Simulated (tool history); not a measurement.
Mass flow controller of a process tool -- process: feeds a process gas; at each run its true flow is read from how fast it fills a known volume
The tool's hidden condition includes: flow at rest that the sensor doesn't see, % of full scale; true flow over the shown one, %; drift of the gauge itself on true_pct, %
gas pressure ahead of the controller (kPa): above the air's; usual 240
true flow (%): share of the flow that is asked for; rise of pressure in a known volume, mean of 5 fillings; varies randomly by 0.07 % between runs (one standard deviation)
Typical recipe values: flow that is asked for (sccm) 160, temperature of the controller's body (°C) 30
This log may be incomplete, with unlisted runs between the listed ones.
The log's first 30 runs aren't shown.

run	day	flow that is asked for (sccm)	gas pressure ahead of the controller (kPa)	temperature of the controller's body (°C)	hours of work since the controller was set to zero	hours of work since the controller was changed	true flow (%)
31	128.079	55	158	22	4989	4989	98.30
32	133.892	81	207	37	5069	5069	97.26
33	137.412	160	240	27	5118	5118	98.39
34	141.808	22	269	30	5178	5178	97.36
35	145.579	22	269	30	5230	5230	97.29
36	151.296	160	226	32	5310	5310	97.95
37	154.171	160	226	32	5349	5349	98.00
38	157.067	117	183	30	5389	5389	97.85
39	161.254	117	183	30	5447	5447	97.86
40	166.871	50	250	25	5525	5525	97.78
41	171.483	100	240	24	5589	5589	98.04
42	175.996	100	240	24	5651	5651	98.07
43	178.700	100	278	22	5688	5688	98.06
44	182.871	152	204	21	5746	5746	98.43
# day 186.488: controller exchanged for a calibrated one
45	187.654	86	240	27	16	16	97.61
46	192.700	192	160	37	86	86	97.38
# day 196.658: gauge calibrated
47	199.100	192	160	37	174	174	98.96

Consider 5 possible next runs. They are alternatives, not a sequence: every one starts from the tool as it was left by run 47. What does each give?
A	202.317	198	236	28	219	219	?
B	202.317	34	179	21	219	219	?
C	202.317	198	240	40	219	219	?
D	202.317	21	247	29	219	219	?
E	202.317	30	160	21	219	219	?

run	true flow (%)
A	99.73
B	99.35
C	98.80
D	98.78
E	99.40
Without the tool's hidden state the same runs would have given:
run	true flow (%)
A	99.78
B	99.40
C	98.85
D	98.83
E	99.45
